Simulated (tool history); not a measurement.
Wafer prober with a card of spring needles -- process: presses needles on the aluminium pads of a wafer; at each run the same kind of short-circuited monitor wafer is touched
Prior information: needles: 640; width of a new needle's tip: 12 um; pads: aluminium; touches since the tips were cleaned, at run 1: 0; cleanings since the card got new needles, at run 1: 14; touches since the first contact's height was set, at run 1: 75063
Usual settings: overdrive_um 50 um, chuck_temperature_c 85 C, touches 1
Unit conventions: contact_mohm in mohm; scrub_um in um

| run | day | overdrive_um | chuck_temperature_c | touches | touches since the tips were cleaned | cleanings since the card got new needles | touches since the first contact's height was set | contact_mohm | scrub_um |
|---|---|---|---|---|---|---|---|---|---|
| 1 | 0.000 | 50 | 85 | 1 | 0 | 14 | 75063 | 241 | 9.71 |
| 2 | 0.679 | 50 | 85 | 1 | 2521 | 14 | 77584 | 277 | 9.75 |
| 3 | 1.162 | 50 | 85 | 1 | 4317 | 14 | 79380 | 292 | 9.77 |
|  | 1.271 | tips cleaned on abrasive film |
| 4 | 1.621 | 50 | 85 | 1 | 1294 | 15 | 81054 | 263 | 9.60 |
| 5 | 2.000 | 50 | 85 | 1 | 2708 | 15 | 82468 | 282 | 9.75 |
|  | 2.550 | tips cleaned on abrasive film |
| 6 | 2.608 | 43 | 85 | 1 | 222 | 16 | 84710 | 248 | 8.36 |
| 7 | 3.125 | 43 | 85 | 1 | 2130 | 16 | 86618 | 283 | 8.30 |
|  | 3.829 | tips cleaned on abrasive film |
| 8 | 3.829 | 43 | 85 | 1 | 0 | 17 | 89221 | 245 | 8.25 |
| 9 | 4.492 | 43 | 85 | 1 | 2447 | 17 | 91668 | 289 | 8.33 |
|  | 4.562 | height of the first contact set anew |
| 10 | 4.796 | 50 | 85 | 1 | 3524 | 17 | 857 | 288 | 9.63 |
|  | 5.121 | tips cleaned on abrasive film |
| 11 | 5.258 | 50 | 85 | 1 | 507 | 18 | 2559 | 254 | 9.55 |
|  | 5.871 | height of the first contact set anew, once more |
| 12 | 5.929 | 50 | 42 | 1 | 2947 | 18 | 215 | 268 | 9.98 |
|  | 6.404 | tips cleaned on abrasive film |
| 13 | 6.621 | 50 | 42 | 1 | 801 | 19 | 2765 | 243 | 10.01 |
| 14 | 7.142 | 50 | 77 | 1 | 2743 | 19 | 4707 | 277 | 10.06 |
|  | 7.692 | tips cleaned on abrasive film |
| 15 | 7.717 | 57 | 64 | 1 | 96 | 20 | 6822 | 233 | 11.40 |
| 16 | 8.217 | 65 | 64 | 1 | 1942 | 20 | 8668 | 251 | 13.11 |
| 17 | 8.529 | 31 | 44 | 1 | 3101 | 20 | 9827 | 342 | 6.27 |
|  | 8.962 | tips cleaned on abrasive film |
| 18 | 9.179 | 31 | 44 | 1 | 796 | 21 | 12219 | 281 | 6.23 |
| 19 | 9.662 | 31 | 44 | 1 | 2593 | 21 | 14016 | 330 | 6.12 |
| 20 | 10.162 | 31 | 44 | 1 | 4443 | 21 | 15866 | 355 | 6.17 |
|  | 10.283 | tips cleaned on abrasive film |
| 21 | 10.846 | 62 | 85 | 2 | 2084 | 22 | 18387 | 246 | 12.44 |
| 22 | 11.304 | 62 | 85 | 2 | 3788 | 22 | 20091 | 251 | 12.34 |
|  | 11.567 | tips cleaned on abrasive film |
| 23 | 11.708 | 58 | 37 | 3 | 516 | 23 | 21568 | 226 | 11.62 |
| 24 | 12.062 | 50 | 117 | 2 | 1836 | 23 | 22888 | 261 | 9.98 |
| 25 | 12.592 | 45 | 85 | 3 | 3800 | 23 | 24852 | 261 | 8.96 |
|  | 12.879 | tips cleaned on abrasive film |
| 26 | 12.988 | 65 | 85 | 2 | 401 | 24 | 26306 | 238 | 12.91 |

Here are 3 independent what-if runs from the current tool condition. What would each one return?
| A | 13.354 | 63 | 105 | 2 | 1754 | 24 | 27659 | ? | ? |
| B | 13.354 | 40 | 85 | 2 | 1754 | 24 | 27659 | ? | ? |
| C | 13.354 | 35 | 85 | 3 | 1754 | 24 | 27659 | ? | ? |

| run | contact_mohm | scrub_um |
|---|---|---|
| A | 249 | 12.43 |
| B | 270 | 7.99 |
| C | 268 | 7.02 |
Without the tool's hidden state the same runs would have given:
| run | contact_mohm | scrub_um |
|---|---|---|
| A | 237 | 12.54 |
| B | 242 | 8.10 |
| C | 246 | 7.12 |

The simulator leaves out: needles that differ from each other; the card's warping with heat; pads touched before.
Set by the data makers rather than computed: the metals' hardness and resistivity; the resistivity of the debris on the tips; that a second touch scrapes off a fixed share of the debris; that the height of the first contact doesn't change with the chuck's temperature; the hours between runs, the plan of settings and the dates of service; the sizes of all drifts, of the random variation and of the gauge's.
